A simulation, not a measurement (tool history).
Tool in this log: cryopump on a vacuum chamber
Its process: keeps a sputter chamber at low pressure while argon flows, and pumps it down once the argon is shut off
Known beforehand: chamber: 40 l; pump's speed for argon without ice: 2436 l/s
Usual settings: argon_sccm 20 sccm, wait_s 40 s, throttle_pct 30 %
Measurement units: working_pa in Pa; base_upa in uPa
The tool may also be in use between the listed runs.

{"run": 1, "hour": 0.0, "argon_sccm": 20, "wait_s": 40, "throttle_pct": 30, "working_pa": 0.0483, "base_upa": 1.57}
{"run": 2, "hour": 25.2, "argon_sccm": 20, "wait_s": 40, "throttle_pct": 16, "working_pa": 0.0867, "base_upa": 1.61}
{"run": 3, "hour": 48.0, "argon_sccm": 20, "wait_s": 21, "throttle_pct": 16, "working_pa": 0.0881, "base_upa": 2.54}
{"run": 4, "hour": 64.3, "argon_sccm": 20, "wait_s": 30, "throttle_pct": 16, "working_pa": 0.0885, "base_upa": 1.99}
{"run": 5, "hour": 84.5, "argon_sccm": 22, "wait_s": 40, "throttle_pct": 30, "working_pa": 0.0538, "base_upa": 1.66}
{"run": 6, "hour": 103.1, "argon_sccm": 22, "wait_s": 40, "throttle_pct": 30, "working_pa": 0.0524, "base_upa": 1.67}
{"run": 7, "hour": 125.9, "argon_sccm": 20, "wait_s": 40, "throttle_pct": 30, "working_pa": 0.0477, "base_upa": 1.66}
{"run": 8, "hour": 139.1, "argon_sccm": 20, "wait_s": 40, "throttle_pct": 30, "working_pa": 0.0478, "base_upa": 1.66}
{"run": 9, "hour": 162.9, "argon_sccm": 20, "wait_s": 40, "throttle_pct": 45, "working_pa": 0.0331, "base_upa": 1.65}
{"run": 10, "hour": 179.9, "argon_sccm": 10, "wait_s": 40, "throttle_pct": 30, "working_pa": 0.0234, "base_upa": 1.7}
{"run": 11, "hour": 192.1, "argon_sccm": 10, "wait_s": 40, "throttle_pct": 55, "working_pa": 0.0126, "base_upa": 1.74}
{"run": 12, "hour": 216.7, "argon_sccm": 10, "wait_s": 40, "throttle_pct": 55, "working_pa": 0.014, "base_upa": 1.72}
{"run": 13, "hour": 240.7, "argon_sccm": 10, "wait_s": 40, "throttle_pct": 55, "working_pa": 0.0128, "base_upa": 1.66}
{"run": 14, "hour": 254.4, "argon_sccm": 20, "wait_s": 40, "throttle_pct": 30, "working_pa": 0.0487, "base_upa": 1.7}
{"run": 15, "hour": 281.3, "argon_sccm": 20, "wait_s": 40, "throttle_pct": 30, "working_pa": 0.0469, "base_upa": 1.7}
{"run": 16, "hour": 300.8, "argon_sccm": 20, "wait_s": 40, "throttle_pct": 30, "working_pa": 0.0483, "base_upa": 1.78}
{"run": 17, "hour": 327.2, "argon_sccm": 13, "wait_s": 40, "throttle_pct": 30, "working_pa": 0.0312, "base_upa": 1.76}
{"run": 18, "hour": 351.8, "argon_sccm": 10, "wait_s": 22, "throttle_pct": 54, "working_pa": 0.0134, "base_upa": 2.57}
{"run": 19, "hour": 367.7, "argon_sccm": 20, "wait_s": 27, "throttle_pct": 41, "working_pa": 0.0366, "base_upa": 2.2}
{"run": 20, "hour": 393.1, "argon_sccm": 20, "wait_s": 27, "throttle_pct": 41, "working_pa": 0.0358, "base_upa": 2.18}
{"run": 21, "hour": 412.1, "argon_sccm": 31, "wait_s": 40, "throttle_pct": 51, "working_pa": 0.0454, "base_upa": 1.75}
{"run": 22, "hour": 433.4, "argon_sccm": 15, "wait_s": 272, "throttle_pct": 26, "working_pa": 0.0412, "base_upa": 0.99}
{"run": 23, "hour": 458.1, "argon_sccm": 15, "wait_s": 272, "throttle_pct": 26, "working_pa": 0.0422, "base_upa": 0.99}
{"run": 24, "hour": 477.7, "argon_sccm": 15, "wait_s": 272, "throttle_pct": 26, "working_pa": 0.0423, "base_upa": 1.0}
{"run": 25, "hour": 500.8, "argon_sccm": 10, "wait_s": 52, "throttle_pct": 53, "working_pa": 0.0147, "base_upa": 1.61}
{"run": 26, "hour": 512.4, "argon_sccm": 10, "wait_s": 52, "throttle_pct": 53, "working_pa": 0.0147, "base_upa": 1.64}
{"run": 27, "hour": 528.8, "argon_sccm": 10, "wait_s": 52, "throttle_pct": 59, "working_pa": 0.0134, "base_upa": 1.63}
{"run": 28, "hour": 554.3, "argon_sccm": 13, "wait_s": 109, "throttle_pct": 19, "working_pa": 0.0488, "base_upa": 1.25}
{"run": 29, "hour": 570.3, "argon_sccm": 13, "wait_s": 109, "throttle_pct": 19, "working_pa": 0.0492, "base_upa": 1.23}
{"run": 30, "hour": 591.6, "argon_sccm": 13, "wait_s": 109, "throttle_pct": 19, "working_pa": 0.049, "base_upa": 1.28}
{"run": 31, "hour": 615.3, "argon_sccm": 13, "wait_s": 109, "throttle_pct": 19, "working_pa": 0.049, "base_upa": 1.32}
{"run": 32, "hour": 637.0, "argon_sccm": 13, "wait_s": 109, "throttle_pct": 19, "working_pa": 0.0485, "base_upa": 1.34}
{"run": 33, "hour": 658.7, "argon_sccm": 13, "wait_s": 109, "throttle_pct": 19, "working_pa": 0.0492, "base_upa": 1.3}
{"run": 34, "hour": 680.6, "argon_sccm": 13, "wait_s": 109, "throttle_pct": 19, "working_pa": 0.0492, "base_upa": 1.33}

For each run, the measured value with the value that run would have given without the tool's hidden condition subtracted. The run-to-run variation is shared by both, the gauge scatter possibly not:
The hidden state here: pump's speed, % of a pump's without ice; cold plate's temperature, K; leak into the chamber, uPa l/s; drift of the gauge itself on working_pa, %; drift of the gauge itself on base_upa, %.
run=1 working_pa=+0.0014 base_upa=+0.52
run=2 working_pa=+0.0014 base_upa=+0.54
run=3 working_pa=+0.0015 base_upa=+0.56
run=4 working_pa=+0.0015 base_upa=+0.55
run=5 working_pa=+0.0017 base_upa=+0.57
run=6 working_pa=+0.0018 base_upa=+0.57
run=7 working_pa=+0.0016 base_upa=+0.59
run=8 working_pa=+0.0017 base_upa=+0.59
run=9 working_pa=+0.0018 base_upa=+0.61
run=10 working_pa=+0.0009 base_upa=+0.61
run=11 working_pa=+0.0009 base_upa=+0.63
run=12 working_pa=+0.0009 base_upa=+0.64
run=13 working_pa=+0.0010 base_upa=+0.62
run=14 working_pa=+0.0020 base_upa=+0.64
run=15 working_pa=+0.0020 base_upa=+0.64
run=16 working_pa=+0.0021 base_upa=+0.67
run=17 working_pa=+0.0014 base_upa=+0.68
run=18 working_pa=+0.0011 base_upa=+0.69
run=19 working_pa=+0.0023 base_upa=+0.69
run=20 working_pa=+0.0023 base_upa=+0.68
run=21 working_pa=+0.0036 base_upa=+0.70
run=22 working_pa=+0.0017 base_upa=+0.73
run=23 working_pa=+0.0018 base_upa=+0.73
run=24 working_pa=+0.0019 base_upa=+0.75
run=25 working_pa=+0.0013 base_upa=+0.77
run=26 working_pa=+0.0013 base_upa=+0.77
run=27 working_pa=+0.0013 base_upa=+0.78
run=28 working_pa=+0.0017 base_upa=+0.76
run=29 working_pa=+0.0017 base_upa=+0.79
run=30 working_pa=+0.0018 base_upa=+0.82
run=31 working_pa=+0.0018 base_upa=+0.81
run=32 working_pa=+0.0019 base_upa=+0.84
run=33 working_pa=+0.0019 base_upa=+0.84
run=34 working_pa=+0.0020 base_upa=+0.87
